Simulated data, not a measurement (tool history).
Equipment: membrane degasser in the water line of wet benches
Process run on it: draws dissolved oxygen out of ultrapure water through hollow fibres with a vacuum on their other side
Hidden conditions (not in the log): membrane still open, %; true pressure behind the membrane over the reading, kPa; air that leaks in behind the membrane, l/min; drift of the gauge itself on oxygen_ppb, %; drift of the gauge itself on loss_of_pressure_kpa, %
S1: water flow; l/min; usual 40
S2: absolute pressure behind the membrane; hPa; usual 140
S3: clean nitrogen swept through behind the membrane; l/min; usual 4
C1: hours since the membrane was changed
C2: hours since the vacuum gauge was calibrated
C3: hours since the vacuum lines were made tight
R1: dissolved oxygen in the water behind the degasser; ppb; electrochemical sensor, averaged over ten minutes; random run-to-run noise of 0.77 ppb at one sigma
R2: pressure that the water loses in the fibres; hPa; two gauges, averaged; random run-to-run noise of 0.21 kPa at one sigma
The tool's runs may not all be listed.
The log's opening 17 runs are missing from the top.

run,hour,S1,S2,S3,C1,C2,C3,R1,R2
18,2302.6,49,89,3.39,5323,3800,13896,210.7,596.2
19,2470.6,49,89,3.39,5491,3968,14064,212,593.2
20,2647.4,48,89,3.34,5668,4145,14240,209,580.2
21,2814.5,48,89,3.34,5835,4312,14407,209.5,584
22,2903.3,33,124,6.1,5924,4401,14496,130.7,402.9
23,3057.4,38,91,10.93,6078,4555,14650,65.5,462.6
24,3164.5,25,140,7.67,6185,4662,14757,91.7,302.1
25,3330.5,40,94,4,6351,4828,14923,161.4,488.1
26,3420.8,40,94,1.73,6441,4918,15014,320.9,487.1
27,3552.8,40,94,1.73,6573,5050,15146,321.2,485.6
28,3659.1,31,140,4,6680,5157,15252,205,375.9
29,3830.5,40,133,4,6851,5328,15423,249.1,484.4
30,3916.7,40,133,4,6937,5414,15510,249,485
# hour 3979.6: seals of the vacuum lines changed
31,4045.1,29,133,9.02,7064,5541,66,87.7,353.6
32,4221.9,29,349,7.12,7240,5717,242,313,350.7
33,4321.4,29,349,7.12,7340,5817,342,312.5,353.5

Branching from run 33: 3 alternative next runs. What would each branch give?
A,4457.1,33,141,10.26,7476,5953,478,?,?
B,4457.1,32,349,6.64,7476,5953,478,?,?
C,4457.1,62,349,11.99,7476,5953,478,?,?

run,R1,R2
A,96.5,403.3
B,365.8,387.7
C,417.9,749.7
With the hidden condition removed and each run's random variation left untouched, the same runs would have given:
run,R1,R2
A,96.5,403.3
B,365.8,387.6
C,417.8,749.5

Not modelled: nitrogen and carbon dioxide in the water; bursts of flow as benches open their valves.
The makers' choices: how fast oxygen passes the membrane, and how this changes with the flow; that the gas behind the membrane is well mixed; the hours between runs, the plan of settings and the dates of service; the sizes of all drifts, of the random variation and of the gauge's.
